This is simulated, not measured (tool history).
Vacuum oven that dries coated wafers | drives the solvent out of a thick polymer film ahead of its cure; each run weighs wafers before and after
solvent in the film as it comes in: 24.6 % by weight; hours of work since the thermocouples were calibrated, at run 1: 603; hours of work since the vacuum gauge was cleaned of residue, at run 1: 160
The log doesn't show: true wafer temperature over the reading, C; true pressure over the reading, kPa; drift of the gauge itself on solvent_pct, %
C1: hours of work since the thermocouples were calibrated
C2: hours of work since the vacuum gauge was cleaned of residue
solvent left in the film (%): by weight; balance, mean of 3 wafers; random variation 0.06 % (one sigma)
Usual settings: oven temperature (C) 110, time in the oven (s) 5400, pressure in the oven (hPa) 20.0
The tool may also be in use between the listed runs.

Run 1, day 0.000: usual settings; C1 603; C2 160. Result: solvent left in the film (%) 3.40.
Run 2, day 0.742: usual settings; C1 617; C2 173. Result: solvent left in the film (%) 3.46.
Run 3, day 1.075: usual settings; C1 623; C2 179. Result: solvent left in the film (%) 3.56.
Run 4, day 1.767: usual settings; C1 635; C2 191. Result: solvent left in the film (%) 3.44.
Run 5, day 2.500: usual settings but oven temperature (C) 116; C1 649; C2 205. Result: solvent left in the film (%) 2.12.
Run 6, day 3.183: usual settings but pressure in the oven (hPa) 36.5; C1 661; C2 217. Result: solvent left in the film (%) 4.08.
Run 7, day 3.867: usual settings but pressure in the oven (hPa) 36.5; C1 673; C2 229. Result: solvent left in the film (%) 4.04.
Run 8, day 4.421: usual settings but pressure in the oven (hPa) 63.7; C1 683; C2 239. Result: solvent left in the film (%) 5.11.
Run 9, day 4.979: usual settings but pressure in the oven (hPa) 63.7; C1 693; C2 249. Result: solvent left in the film (%) 5.12.
Run 10, day 5.679: usual settings but pressure in the oven (hPa) 26.7; C1 706; C2 262. Result: solvent left in the film (%) 3.72.
Run 11, day 6.029: usual settings but pressure in the oven (hPa) 26.7; C1 712; C2 268. Result: solvent left in the film (%) 3.73.
Run 12, day 6.750: usual settings but pressure in the oven (hPa) 26.7; C1 725; C2 281. Result: solvent left in the film (%) 3.64.
Run 13, day 7.367: usual settings but pressure in the oven (hPa) 26.7; C1 737; C2 293. Result: solvent left in the film (%) 3.63.
Run 14, day 7.950: usual settings but pressure in the oven (hPa) 26.7; C1 747; C2 303. Result: solvent left in the film (%) 3.69.
Run 15, day 8.354: usual settings but pressure in the oven (hPa) 26.7; C1 754; C2 310. Result: solvent left in the film (%) 3.51.
Run 16, day 8.850: usual settings but time in the oven (s) 3300; C1 763; C2 319. Result: solvent left in the film (%) 6.42.
Run 17, day 9.267: usual settings; C1 771; C2 327. Result: solvent left in the film (%) 3.41.
Run 18, day 9.858: usual settings but oven temperature (C) 106, time in the oven (s) 4200, pressure in the oven (hPa) 19.1; C1 782; C2 338. Result: solvent left in the film (%) 6.28.
Run 19, day 10.567: usual settings but oven temperature (C) 117, time in the oven (s) 9720, pressure in the oven (hPa) 33.1; C1 794; C2 350. Result: solvent left in the film (%) 1.20.
Run 20, day 11.154: usual settings but oven temperature (C) 117, time in the oven (s) 9720, pressure in the oven (hPa) 33.1; C1 805; C2 361. Result: solvent left in the film (%) 1.30.
Run 21, day 11.738: usual settings but oven temperature (C) 117, time in the oven (s) 9720, pressure in the oven (hPa) 33.1; C1 816; C2 372. Result: solvent left in the film (%) 1.27.
Run 22, day 12.221: usual settings but oven temperature (C) 117, time in the oven (s) 9720, pressure in the oven (hPa) 33.1; C1 824; C2 380. Result: solvent left in the film (%) 1.27.
Run 23, day 12.554: usual settings but oven temperature (C) 105, time in the oven (s) 3480, pressure in the oven (hPa) 36.3; C1 830; C2 386. Result: solvent left in the film (%) 8.37.
Run 24, day 13.312: usual settings but oven temperature (C) 105, time in the oven (s) 3480, pressure in the oven (hPa) 36.3; C1 844; C2 400. Result: solvent left in the film (%) 8.74.
Run 25, day 13.625: usual settings but oven temperature (C) 105, time in the oven (s) 2880, pressure in the oven (hPa) 13.4; C1 850; C2 406. Result: solvent left in the film (%) 8.90.
Run 26, day 14.333: usual settings but oven temperature (C) 105, time in the oven (s) 3240, pressure in the oven (hPa) 13.4; C1 862; C2 419. Result: solvent left in the film (%) 8.30.
Run 27, day 14.900: usual settings but oven temperature (C) 119, time in the oven (s) 3360, pressure in the oven (hPa) 13.4; C1 873; C2 429. Result: solvent left in the film (%) 3.15.
Run 28, day 15.467: usual settings but oven temperature (C) 119, time in the oven (s) 3360, pressure in the oven (hPa) 13.4; C1 883; C2 439. Result: solvent left in the film (%) 3.12.
Run 29, day 16.133: usual settings but oven temperature (C) 119, time in the oven (s) 3360, pressure in the oven (hPa) 13.4; C1 895; C2 451. Result: solvent left in the film (%) 3.26.
Run 30, day 16.850: usual settings but oven temperature (C) 96, time in the oven (s) 8160, pressure in the oven (hPa) 26.0; C1 908; C2 464. Result: solvent left in the film (%) 5.93.
Run 31, day 17.188: usual settings but oven temperature (C) 96, time in the oven (s) 8160, pressure in the oven (hPa) 26.0; C1 914; C2 470. Result: solvent left in the film (%) 5.83.
Run 32, day 17.946: usual settings but oven temperature (C) 105, time in the oven (s) 4080, pressure in the oven (hPa) 13.3; C1 928; C2 484. Result: solvent left in the film (%) 6.62.
Run 33, day 18.338: usual settings but oven temperature (C) 105, time in the oven (s) 4080, pressure in the oven (hPa) 13.3; C1 935; C2 491. Result: solvent left in the film (%) 6.50.
Run 34, day 18.658: usual settings but oven temperature (C) 105, time in the oven (s) 4080, pressure in the oven (hPa) 13.3; C1 941; C2 497. Result: solvent left in the film (%) 6.51.

Hidden state or all else? Some run-to-run changes of solvent left in the film (%), split into what the settings, what came in and random variation would give without the hidden state, and what is left for the hidden state (with any gauge scatter that isn't in both results):
Run 18 -> 19: oven temperature (C) 106 -> 117, time in the oven (s) 4200 -> 9720, pressure in the oven (hPa) 19.1 -> 33.1. solvent left in the film (%) -5.08: hidden state +0.31, all else -5.39.
Run 22 -> 23: oven temperature (C) 117 -> 105, time in the oven (s) 9720 -> 3480, pressure in the oven (hPa) 33.1 -> 36.3. solvent left in the film (%) +7.10: hidden state -0.35, all else +7.45.
Run 26 -> 27: oven temperature (C) 105 -> 119, time in the oven (s) 3240 -> 3360. solvent left in the film (%) -5.15: hidden state +0.11, all else -5.26.
Run 29 -> 30: oven temperature (C) 119 -> 96, time in the oven (s) 3360 -> 8160, pressure in the oven (hPa) 13.4 -> 26.0. solvent left in the film (%) +2.67: hidden state -0.12, all else +2.79.

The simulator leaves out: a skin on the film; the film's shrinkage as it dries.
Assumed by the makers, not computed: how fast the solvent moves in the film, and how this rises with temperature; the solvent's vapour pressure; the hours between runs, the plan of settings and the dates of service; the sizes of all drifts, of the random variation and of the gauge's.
